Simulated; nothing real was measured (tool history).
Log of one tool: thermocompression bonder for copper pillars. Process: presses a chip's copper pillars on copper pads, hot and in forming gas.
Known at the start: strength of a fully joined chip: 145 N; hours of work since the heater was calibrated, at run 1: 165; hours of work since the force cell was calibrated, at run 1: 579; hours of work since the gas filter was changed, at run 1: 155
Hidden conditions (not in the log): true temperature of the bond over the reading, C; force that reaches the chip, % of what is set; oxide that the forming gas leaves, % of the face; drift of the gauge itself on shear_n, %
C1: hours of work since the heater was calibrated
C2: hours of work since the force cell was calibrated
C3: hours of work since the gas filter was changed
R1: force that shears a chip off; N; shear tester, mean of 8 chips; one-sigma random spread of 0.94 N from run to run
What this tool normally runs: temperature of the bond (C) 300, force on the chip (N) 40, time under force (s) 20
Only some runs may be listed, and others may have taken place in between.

{"run": 1, "hour": 0.0, "temperature of the bond (C)": 300, "force on the chip (N)": 40, "time under force (s)": 20, "C1": 165, "C2": 579, "C3": 155, "R1": 74.5}
{"run": 2, "hour": 11.2, "temperature of the bond (C)": 300, "force on the chip (N)": 40, "time under force (s)": 20, "C1": 170, "C2": 584, "C3": 161, "R1": 74.6}
{"run": 3, "hour": 26.5, "temperature of the bond (C)": 300, "force on the chip (N)": 40, "time under force (s)": 20, "C1": 177, "C2": 591, "C3": 167, "R1": 73.7}
{"run": 4, "hour": 38.6, "temperature of the bond (C)": 320, "force on the chip (N)": 40, "time under force (s)": 20, "C1": 182, "C2": 597, "C3": 173, "R1": 92.9}
{"run": 5, "hour": 58.1, "temperature of the bond (C)": 300, "force on the chip (N)": 40, "time under force (s)": 17, "C1": 191, "C2": 606, "C3": 182, "R1": 69.6}
{"run": 6, "hour": 73.9, "temperature of the bond (C)": 300, "force on the chip (N)": 40, "time under force (s)": 17, "C1": 198, "C2": 613, "C3": 189, "R1": 69.4}
{"run": 7, "hour": 87.8, "temperature of the bond (C)": 300, "force on the chip (N)": 28, "time under force (s)": 20, "C1": 204, "C2": 619, "C3": 195, "R1": 57.2}
{"run": 8, "hour": 101.5, "temperature of the bond (C)": 300, "force on the chip (N)": 28, "time under force (s)": 20, "C1": 210, "C2": 625, "C3": 201, "R1": 57.2}
{"run": 9, "hour": 116.9, "temperature of the bond (C)": 300, "force on the chip (N)": 28, "time under force (s)": 20, "C1": 217, "C2": 632, "C3": 208, "R1": 55.7}
{"hour": 132.3, "done": "forming gas filter changed"}
{"run": 10, "hour": 140.2, "temperature of the bond (C)": 300, "force on the chip (N)": 40, "time under force (s)": 16, "C1": 228, "C2": 643, "C3": 4, "R1": 73.7}
{"run": 11, "hour": 153.1, "temperature of the bond (C)": 300, "force on the chip (N)": 41, "time under force (s)": 20, "C1": 234, "C2": 648, "C3": 9, "R1": 79.0}
{"run": 12, "hour": 172.5, "temperature of the bond (C)": 300, "force on the chip (N)": 41, "time under force (s)": 20, "C1": 242, "C2": 657, "C3": 18, "R1": 77.9}
{"run": 13, "hour": 190.0, "temperature of the bond (C)": 300, "force on the chip (N)": 40, "time under force (s)": 20, "C1": 250, "C2": 665, "C3": 26, "R1": 78.7}
{"run": 14, "hour": 204.9, "temperature of the bond (C)": 300, "force on the chip (N)": 40, "time under force (s)": 20, "C1": 257, "C2": 672, "C3": 33, "R1": 78.8}
{"run": 15, "hour": 221.6, "temperature of the bond (C)": 300, "force on the chip (N)": 40, "time under force (s)": 21, "C1": 265, "C2": 679, "C3": 40, "R1": 80.2}
{"run": 16, "hour": 231.4, "temperature of the bond (C)": 322, "force on the chip (N)": 40, "time under force (s)": 20, "C1": 269, "C2": 684, "C3": 45, "R1": 98.7}
{"run": 17, "hour": 249.6, "temperature of the bond (C)": 322, "force on the chip (N)": 40, "time under force (s)": 20, "C1": 277, "C2": 692, "C3": 53, "R1": 97.1}
{"run": 18, "hour": 264.7, "temperature of the bond (C)": 322, "force on the chip (N)": 40, "time under force (s)": 20, "C1": 284, "C2": 699, "C3": 60, "R1": 99.3}
{"run": 19, "hour": 284.6, "temperature of the bond (C)": 322, "force on the chip (N)": 48, "time under force (s)": 20, "C1": 293, "C2": 708, "C3": 69, "R1": 105.4}
{"run": 20, "hour": 304.8, "temperature of the bond (C)": 322, "force on the chip (N)": 48, "time under force (s)": 20, "C1": 302, "C2": 717, "C3": 78, "R1": 105.3}
{"run": 21, "hour": 323.3, "temperature of the bond (C)": 300, "force on the chip (N)": 53, "time under force (s)": 16, "C1": 311, "C2": 725, "C3": 86, "R1": 86.6}
{"run": 22, "hour": 337.0, "temperature of the bond (C)": 280, "force on the chip (N)": 40, "time under force (s)": 20, "C1": 317, "C2": 732, "C3": 93, "R1": 58.2}
{"run": 23, "hour": 356.0, "temperature of the bond (C)": 280, "force on the chip (N)": 40, "time under force (s)": 20, "C1": 325, "C2": 740, "C3": 101, "R1": 57.3}
{"run": 24, "hour": 370.5, "temperature of the bond (C)": 301, "force on the chip (N)": 30, "time under force (s)": 17, "C1": 332, "C2": 747, "C3": 108, "R1": 58.1}
{"run": 25, "hour": 381.3, "temperature of the bond (C)": 292, "force on the chip (N)": 43, "time under force (s)": 30, "C1": 337, "C2": 752, "C3": 113, "R1": 82.9}
{"run": 26, "hour": 402.8, "temperature of the bond (C)": 292, "force on the chip (N)": 43, "time under force (s)": 30, "C1": 346, "C2": 761, "C3": 122, "R1": 82.7}
{"run": 27, "hour": 413.5, "temperature of the bond (C)": 292, "force on the chip (N)": 43, "time under force (s)": 30, "C1": 351, "C2": 766, "C3": 127, "R1": 82.0}

Difference, measured minus no-hidden-state, one row per run. Run-to-run variation is common to both terms; the gauge's own scatter need not be:
run=1 R1=-4.4
run=2 R1=-4.7
run=3 R1=-4.9
run=4 R1=-6.2
run=5 R1=-5.1
run=6 R1=-5.3
run=7 R1=-4.5
run=8 R1=-4.6
run=9 R1=-4.8
run=10 R1=-0.4
run=11 R1=-0.6
run=12 R1=-0.9
run=13 R1=-1.2
run=14 R1=-1.4
run=15 R1=-1.7
run=16 R1=-2.0
run=17 R1=-2.2
run=18 R1=-2.6
run=19 R1=-3.1
run=20 R1=-3.5
run=21 R1=-3.6
run=22 R1=-3.0
run=23 R1=-3.1
run=24 R1=-3.2
run=25 R1=-4.6
run=26 R1=-4.9
run=27 R1=-5.2
